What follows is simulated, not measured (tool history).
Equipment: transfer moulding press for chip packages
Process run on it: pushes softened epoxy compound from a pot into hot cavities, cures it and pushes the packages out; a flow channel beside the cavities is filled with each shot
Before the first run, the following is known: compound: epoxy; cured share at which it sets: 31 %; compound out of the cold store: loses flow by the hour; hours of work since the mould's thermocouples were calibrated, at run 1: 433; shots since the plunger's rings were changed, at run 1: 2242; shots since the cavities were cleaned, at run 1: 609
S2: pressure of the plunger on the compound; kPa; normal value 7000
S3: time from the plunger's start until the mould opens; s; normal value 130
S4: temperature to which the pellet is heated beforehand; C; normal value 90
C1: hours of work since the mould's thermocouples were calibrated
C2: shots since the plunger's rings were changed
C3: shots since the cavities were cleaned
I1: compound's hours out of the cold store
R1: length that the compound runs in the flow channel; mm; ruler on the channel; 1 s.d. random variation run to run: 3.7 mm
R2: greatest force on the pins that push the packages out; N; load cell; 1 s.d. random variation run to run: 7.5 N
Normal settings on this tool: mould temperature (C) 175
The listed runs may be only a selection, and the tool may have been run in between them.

{"run": 1, "hour": 0.0, "mould temperature (C)": 175, "S2": 7000, "S3": 130, "S4": 90, "C1": 433, "C2": 2242, "C3": 609, "I1": 40, "R1": 645, "R2": 610}
{"hour": 23.0, "done": "cavities cleaned with cleaning compound and waxed"}
{"run": 2, "hour": 37.9, "mould temperature (C)": 175, "S2": 6990, "S3": 130, "S4": 90, "C1": 458, "C2": 2630, "C3": 159, "I1": 12, "R1": 766, "R2": 504}
{"run": 3, "hour": 69.3, "mould temperature (C)": 175, "S2": 6990, "S3": 130, "S4": 90, "C1": 479, "C2": 2966, "C3": 495, "I1": 21.8, "R1": 722, "R2": 639}
{"hour": 102.7, "done": "cavities cleaned with cleaning compound and waxed"}
{"run": 4, "hour": 119.2, "mould temperature (C)": 175, "S2": 6990, "S3": 111, "S4": 90, "C1": 512, "C2": 3483, "C3": 176, "I1": 46.4, "R1": 619, "R2": 600}
{"hour": 157.8, "done": "mould's thermocouples calibrated"}
{"run": 5, "hour": 164.1, "mould temperature (C)": 175, "S2": 6990, "S3": 111, "S4": 90, "C1": 4, "C2": 3941, "C3": 634, "I1": 41.2, "R1": 631, "R2": 759}
{"hour": 183.8, "done": "cavities cleaned with cleaning compound and waxed"}
{"hour": 200.0, "done": "plunger's sealing rings changed"}
{"run": 6, "hour": 201.1, "mould temperature (C)": 175, "S2": 6990, "S3": 111, "S4": 90, "C1": 27, "C2": 12, "C3": 158, "I1": 45.5, "R1": 643, "R2": 551}
{"run": 7, "hour": 221.5, "mould temperature (C)": 175, "S2": 6990, "S3": 111, "S4": 90, "C1": 40, "C2": 230, "C3": 376, "I1": 27.8, "R1": 706, "R2": 699}
{"run": 8, "hour": 261.9, "mould temperature (C)": 175, "S2": 7000, "S3": 130, "S4": 96, "C1": 68, "C2": 661, "C3": 807, "I1": 43.8, "R1": 648, "R2": 681}
{"hour": 267.2, "done": "cavities cleaned with cleaning compound and waxed"}
{"run": 9, "hour": 295.2, "mould temperature (C)": 175, "S2": 7000, "S3": 130, "S4": 96, "C1": 89, "C2": 1001, "C3": 300, "I1": 11.2, "R1": 774, "R2": 551}
{"run": 10, "hour": 322.9, "mould temperature (C)": 175, "S2": 7470, "S3": 130, "S4": 90, "C1": 108, "C2": 1296, "C3": 595, "I1": 42.9, "R1": 665, "R2": 639}
{"hour": 345.9, "done": "cavities cleaned with cleaning compound and waxed"}
{"run": 11, "hour": 368.9, "mould temperature (C)": 175, "S2": 7000, "S3": 122, "S4": 90, "C1": 138, "C2": 1772, "C3": 246, "I1": 20.1, "R1": 726, "R2": 577}
{"run": 12, "hour": 403.3, "mould temperature (C)": 175, "S2": 5950, "S3": 122, "S4": 90, "C1": 162, "C2": 2140, "C3": 614, "I1": 38, "R1": 606, "R2": 697}
{"hour": 424.5, "done": "cavities cleaned with cleaning compound and waxed"}
{"run": 13, "hour": 447.7, "mould temperature (C)": 175, "S2": 5950, "S3": 122, "S4": 90, "C1": 191, "C2": 2597, "C3": 247, "I1": 16.4, "R1": 679, "R2": 551}
{"run": 14, "hour": 494.1, "mould temperature (C)": 175, "S2": 7000, "S3": 130, "S4": 90, "C1": 222, "C2": 3093, "C3": 743, "I1": 29, "R1": 680, "R2": 682}
{"hour": 504.7, "done": "cavities cleaned with cleaning compound and waxed"}
{"run": 15, "hour": 538.4, "mould temperature (C)": 168, "S2": 5760, "S3": 113, "S4": 90, "C1": 251, "C2": 3551, "C3": 361, "I1": 20.2, "R1": 668, "R2": 1246}
{"hour": 583.2, "done": "cavities cleaned with cleaning compound and waxed"}
{"run": 16, "hour": 583.2, "mould temperature (C)": 168, "S2": 5760, "S3": 113, "S4": 90, "C1": 281, "C2": 4013, "C3": 0, "I1": 35.9, "R1": 611, "R2": 693}
{"hour": 610.8, "done": "plunger's sealing rings changed"}
{"run": 17, "hour": 615.3, "mould temperature (C)": 176, "S2": 5760, "S3": 113, "S4": 81, "C1": 301, "C2": 49, "C3": 317, "I1": 45.4, "R1": 579, "R2": 651}
{"run": 18, "hour": 645.1, "mould temperature (C)": 176, "S2": 5760, "S3": 113, "S4": 91, "C1": 321, "C2": 367, "C3": 635, "I1": 30.3, "R1": 641, "R2": 761}
{"hour": 664.8, "done": "cavities cleaned with cleaning compound and waxed"}
{"run": 19, "hour": 677.9, "mould temperature (C)": 175, "S2": 5510, "S3": 130, "S4": 97, "C1": 342, "C2": 701, "C3": 140, "I1": 20.6, "R1": 652, "R2": 459}
{"run": 20, "hour": 721.0, "mould temperature (C)": 175, "S2": 7330, "S3": 135, "S4": 85, "C1": 371, "C2": 1162, "C3": 601, "I1": 26.9, "R1": 726, "R2": 645}
{"hour": 743.3, "done": "cavities cleaned with cleaning compound and waxed"}
{"run": 21, "hour": 748.6, "mould temperature (C)": 175, "S2": 7330, "S3": 135, "S4": 85, "C1": 389, "C2": 1441, "C3": 57, "I1": 29.2, "R1": 720, "R2": 380}
{"run": 22, "hour": 787.9, "mould temperature (C)": 175, "S2": 7890, "S3": 167, "S4": 94, "C1": 416, "C2": 1860, "C3": 476, "I1": 28.7, "R1": 748, "R2": 546}
{"hour": 822.3, "done": "cavities cleaned with cleaning compound and waxed"}
{"run": 23, "hour": 823.0, "mould temperature (C)": 173, "S2": 8680, "S3": 130, "S4": 90, "C1": 438, "C2": 2219, "C3": 7, "I1": 36.9, "R1": 747, "R2": 375}
{"run": 24, "hour": 850.6, "mould temperature (C)": 180, "S2": 6240, "S3": 130, "S4": 89, "C1": 457, "C2": 2515, "C3": 303, "I1": 32.6, "R1": 624, "R2": 526}
{"run": 25, "hour": 872.5, "mould temperature (C)": 173, "S2": 8380, "S3": 113, "S4": 83, "C1": 472, "C2": 2748, "C3": 536, "I1": 46.7, "R1": 683, "R2": 863}
{"hour": 900.3, "done": "cavities cleaned with cleaning compound and waxed"}
{"run": 26, "hour": 923.1, "mould temperature (C)": 174, "S2": 8330, "S3": 130, "S4": 87, "C1": 505, "C2": 3273, "C3": 243, "I1": 8.5, "R1": 845, "R2": 584}
{"hour": 971.3, "done": "mould's thermocouples calibrated"}
{"run": 27, "hour": 972.9, "mould temperature (C)": 180, "S2": 7000, "S3": 130, "S4": 90, "C1": 1, "C2": 3784, "C3": 754, "I1": 15.4, "R1": 708, "R2": 589}

3 options for the next run, each taken on its own from the tool as it stands now. Forecast them:
{"hour": 981.3, "done": "cavities cleaned with cleaning compound and waxed"}
{"run": "A", "hour": 1004.0, "mould temperature (C)": 168, "S2": 7000, "S3": 130, "S4": 90, "C1": 21, "C2": 4099, "C3": 241, "I1": 47.1, "R1": "?", "R2": "?"}
{"hour": 981.3, "done": "cavities cleaned with cleaning compound and waxed"}
{"run": "B", "hour": 1004.0, "mould temperature (C)": 180, "S2": 6670, "S3": 130, "S4": 90, "C1": 21, "C2": 4099, "C3": 241, "I1": 27.2, "R1": "?", "R2": "?"}
{"hour": 981.3, "done": "cavities cleaned with cleaning compound and waxed"}
{"run": "C", "hour": 1004.0, "mould temperature (C)": 174, "S2": 7000, "S3": 130, "S4": 82, "C1": 21, "C2": 4099, "C3": 241, "I1": 44.6, "R1": "?", "R2": "?"}

run=A R1=627 R2=694
run=B R1=646 R2=469
run=C R1=615 R2=495
Without the tool's unlogged condition, the same runs would have read:
run=A R1=662 R2=449
run=B R1=682 R2=294
run=C R1=650 R2=314

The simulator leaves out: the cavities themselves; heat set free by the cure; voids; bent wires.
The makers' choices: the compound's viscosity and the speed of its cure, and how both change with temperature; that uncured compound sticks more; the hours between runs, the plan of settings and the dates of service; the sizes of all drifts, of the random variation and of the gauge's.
